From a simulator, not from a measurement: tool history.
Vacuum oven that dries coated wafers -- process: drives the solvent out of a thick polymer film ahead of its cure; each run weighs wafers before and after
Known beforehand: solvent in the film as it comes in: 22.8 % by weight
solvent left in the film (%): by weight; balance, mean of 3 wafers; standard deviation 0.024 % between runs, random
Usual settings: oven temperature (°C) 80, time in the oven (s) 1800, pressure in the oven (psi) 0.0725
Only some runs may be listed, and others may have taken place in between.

run,day,oven temperature (°C),time in the oven (s),pressure in the oven (psi),solvent left in the film (%)
1,0.000,80,1800,0.0725,1.19
2,1.829,80,2280,0.0725,0.71
# day 2.183: oven's thermocouples calibrated
3,3.550,80,1800,0.0918,1.60
4,5.067,80,1800,0.0918,1.57
5,6.692,80,1800,0.0725,1.53
6,8.171,80,1800,0.0725,1.47
7,9.367,71,1800,0.0725,3.45
8,10.229,71,1800,0.0725,3.41
9,11.175,71,1800,0.0725,3.39
10,12.329,71,1800,0.0725,3.45
11,13.171,94,1080,0.2721,1.50
12,14.725,85,1560,0.1691,1.45
13,16.162,87,1800,0.0943,0.71
14,17.862,80,1380,0.0725,2.52

Predict each of these 3 candidate next runs independently; none follows another, all start after run 14:
A,19.425,80,1800,0.0413,?
B,19.425,67,2160,0.0725,?
C,19.425,84,1380,0.1382,?

run,solvent left in the film (%)
A,1.36
B,3.56
C,1.89
What these runs would have given with no unlogged condition in the tool:
run,solvent left in the film (%)
A,1.31
B,3.48
C,1.86

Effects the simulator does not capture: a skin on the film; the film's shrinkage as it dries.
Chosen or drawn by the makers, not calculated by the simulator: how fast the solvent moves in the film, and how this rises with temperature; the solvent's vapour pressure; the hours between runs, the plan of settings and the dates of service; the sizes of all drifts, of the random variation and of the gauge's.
